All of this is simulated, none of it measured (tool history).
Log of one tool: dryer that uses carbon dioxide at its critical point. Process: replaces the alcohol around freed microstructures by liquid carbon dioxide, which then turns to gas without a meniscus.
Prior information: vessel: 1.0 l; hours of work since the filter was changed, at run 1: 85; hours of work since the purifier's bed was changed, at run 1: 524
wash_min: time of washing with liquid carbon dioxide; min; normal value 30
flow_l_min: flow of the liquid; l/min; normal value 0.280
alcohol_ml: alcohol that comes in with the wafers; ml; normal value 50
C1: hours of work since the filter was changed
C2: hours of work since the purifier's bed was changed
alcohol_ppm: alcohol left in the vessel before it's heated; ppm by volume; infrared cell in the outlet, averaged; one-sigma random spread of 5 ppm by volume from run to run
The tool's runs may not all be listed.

{"run": 1, "hour": 0.0, "wash_min": 30, "flow_l_min": 0.28, "alcohol_ml": 50, "C1": 85, "C2": 524, "alcohol_ppm": 68}
{"run": 2, "hour": 29.8, "wash_min": 30, "flow_l_min": 0.28, "alcohol_ml": 50, "C1": 98, "C2": 538, "alcohol_ppm": 71}
{"run": 3, "hour": 47.2, "wash_min": 30, "flow_l_min": 0.28, "alcohol_ml": 50, "C1": 106, "C2": 546, "alcohol_ppm": 64}
{"run": 4, "hour": 67.9, "wash_min": 30, "flow_l_min": 0.28, "alcohol_ml": 22, "C1": 116, "C2": 555, "alcohol_ppm": 49}
{"run": 5, "hour": 101.1, "wash_min": 30, "flow_l_min": 0.28, "alcohol_ml": 50, "C1": 131, "C2": 570, "alcohol_ppm": 73}
{"run": 6, "hour": 127.2, "wash_min": 30, "flow_l_min": 0.469, "alcohol_ml": 50, "C1": 142, "C2": 582, "alcohol_ppm": 35}
{"run": 7, "hour": 164.2, "wash_min": 26, "flow_l_min": 0.28, "alcohol_ml": 50, "C1": 159, "C2": 599, "alcohol_ppm": 152}
{"hour": 200.4, "done": "inlet filter changed"}
{"run": 8, "hour": 200.4, "wash_min": 30, "flow_l_min": 0.28, "alcohol_ml": 50, "C1": 0, "C2": 615, "alcohol_ppm": 58}
{"run": 9, "hour": 235.1, "wash_min": 30, "flow_l_min": 0.28, "alcohol_ml": 50, "C1": 16, "C2": 631, "alcohol_ppm": 60}
{"run": 10, "hour": 253.0, "wash_min": 30, "flow_l_min": 0.28, "alcohol_ml": 50, "C1": 24, "C2": 639, "alcohol_ppm": 60}
{"run": 11, "hour": 278.6, "wash_min": 30, "flow_l_min": 0.28, "alcohol_ml": 33, "C1": 36, "C2": 650, "alcohol_ppm": 62}
{"run": 12, "hour": 316.2, "wash_min": 30, "flow_l_min": 0.28, "alcohol_ml": 33, "C1": 53, "C2": 668, "alcohol_ppm": 58}
{"run": 13, "hour": 340.3, "wash_min": 30, "flow_l_min": 0.28, "alcohol_ml": 33, "C1": 64, "C2": 679, "alcohol_ppm": 58}
{"run": 14, "hour": 361.0, "wash_min": 30, "flow_l_min": 0.28, "alcohol_ml": 50, "C1": 73, "C2": 688, "alcohol_ppm": 73}
{"run": 15, "hour": 387.1, "wash_min": 30, "flow_l_min": 0.28, "alcohol_ml": 50, "C1": 85, "C2": 700, "alcohol_ppm": 81}
{"run": 16, "hour": 405.6, "wash_min": 30, "flow_l_min": 0.28, "alcohol_ml": 37, "C1": 93, "C2": 708, "alcohol_ppm": 66}
{"run": 17, "hour": 430.5, "wash_min": 30, "flow_l_min": 0.28, "alcohol_ml": 37, "C1": 105, "C2": 720, "alcohol_ppm": 70}
{"run": 18, "hour": 454.8, "wash_min": 30, "flow_l_min": 0.28, "alcohol_ml": 37, "C1": 116, "C2": 731, "alcohol_ppm": 73}
{"run": 19, "hour": 488.4, "wash_min": 30, "flow_l_min": 0.338, "alcohol_ml": 50, "C1": 131, "C2": 746, "alcohol_ppm": 45}
{"run": 20, "hour": 521.9, "wash_min": 30, "flow_l_min": 0.338, "alcohol_ml": 50, "C1": 146, "C2": 761, "alcohol_ppm": 55}
{"run": 21, "hour": 554.1, "wash_min": 42, "flow_l_min": 0.28, "alcohol_ml": 104, "C1": 161, "C2": 776, "alcohol_ppm": 48}
{"run": 22, "hour": 582.1, "wash_min": 42, "flow_l_min": 0.28, "alcohol_ml": 104, "C1": 174, "C2": 788, "alcohol_ppm": 47}
{"hour": 588.5, "done": "inlet filter changed"}
{"run": 23, "hour": 617.9, "wash_min": 42, "flow_l_min": 0.28, "alcohol_ml": 104, "C1": 13, "C2": 804, "alcohol_ppm": 48}
{"run": 24, "hour": 636.2, "wash_min": 46, "flow_l_min": 0.316, "alcohol_ml": 35, "C1": 22, "C2": 813, "alcohol_ppm": 43}
{"run": 25, "hour": 670.7, "wash_min": 30, "flow_l_min": 0.178, "alcohol_ml": 50, "C1": 37, "C2": 828, "alcohol_ppm": 589}
{"run": 26, "hour": 693.1, "wash_min": 24, "flow_l_min": 0.17, "alcohol_ml": 50, "C1": 48, "C2": 839, "alcohol_ppm": 1671}
{"run": 27, "hour": 712.8, "wash_min": 21, "flow_l_min": 0.205, "alcohol_ml": 87, "C1": 57, "C2": 847, "alcohol_ppm": 2232}
{"run": 28, "hour": 739.4, "wash_min": 21, "flow_l_min": 0.205, "alcohol_ml": 87, "C1": 69, "C2": 860, "alcohol_ppm": 2333}
{"run": 29, "hour": 760.8, "wash_min": 20, "flow_l_min": 0.281, "alcohol_ml": 48, "C1": 78, "C2": 869, "alcohol_ppm": 414}
{"run": 30, "hour": 781.8, "wash_min": 30, "flow_l_min": 0.28, "alcohol_ml": 35, "C1": 88, "C2": 879, "alcohol_ppm": 82}
{"run": 31, "hour": 807.2, "wash_min": 30, "flow_l_min": 0.28, "alcohol_ml": 56, "C1": 99, "C2": 890, "alcohol_ppm": 98}
{"run": 32, "hour": 829.0, "wash_min": 26, "flow_l_min": 0.223, "alcohol_ml": 61, "C1": 109, "C2": 900, "alcohol_ppm": 512}
{"run": 33, "hour": 853.1, "wash_min": 26, "flow_l_min": 0.28, "alcohol_ml": 26, "C1": 120, "C2": 911, "alcohol_ppm": 111}
{"run": 34, "hour": 869.5, "wash_min": 19, "flow_l_min": 0.284, "alcohol_ml": 73, "C1": 128, "C2": 919, "alcohol_ppm": 791}
{"run": 35, "hour": 891.2, "wash_min": 40, "flow_l_min": 0.28, "alcohol_ml": 44, "C1": 138, "C2": 929, "alcohol_ppm": 55}
{"run": 36, "hour": 918.3, "wash_min": 40, "flow_l_min": 0.28, "alcohol_ml": 44, "C1": 150, "C2": 941, "alcohol_ppm": 51}
{"run": 37, "hour": 934.9, "wash_min": 40, "flow_l_min": 0.28, "alcohol_ml": 44, "C1": 157, "C2": 948, "alcohol_ppm": 59}
{"run": 38, "hour": 951.5, "wash_min": 34, "flow_l_min": 0.248, "alcohol_ml": 86, "C1": 165, "C2": 956, "alcohol_ppm": 131}
{"hour": 974.8, "done": "inlet filter changed"}
{"run": 39, "hour": 986.8, "wash_min": 33, "flow_l_min": 0.213, "alcohol_ml": 33, "C1": 5, "C2": 972, "alcohol_ppm": 119}
{"run": 40, "hour": 1004.8, "wash_min": 37, "flow_l_min": 0.298, "alcohol_ml": 69, "C1": 14, "C2": 980, "alcohol_ppm": 55}

Hidden state or all else? Some run-to-run changes of alcohol_ppm, split into what the settings, what came in and random variation would give without the hidden state, and what is left for the hidden state (with any gauge scatter that isn't in both results):
Hidden state at play: flow that reaches the vessel past the clogged filter, %; alcohol in the recycled carbon dioxide, ppm; drift of the gauge itself on alcohol_ppm, %.
Run 25 -> 26: wash_min 30 -> 24, flow_l_min 0.178 -> 0.170. alcohol_ppm +1082 ppm by volume: hidden state +75, all else +1007.
Run 28 -> 29: wash_min 21 -> 20, flow_l_min 0.205 -> 0.281, alcohol_ml 87 -> 48. alcohol_ppm -1919 ppm by volume: hidden state -186, all else -1733.
Run 33 -> 34: wash_min 26 -> 19, flow_l_min 0.280 -> 0.284, alcohol_ml 26 -> 73. alcohol_ppm +680 ppm by volume: hidden state +151, all else +529.
Run 34 -> 35: wash_min 19 -> 40, flow_l_min 0.284 -> 0.280, alcohol_ml 73 -> 44. alcohol_ppm -736 ppm by volume: hidden state -165, all else -571.
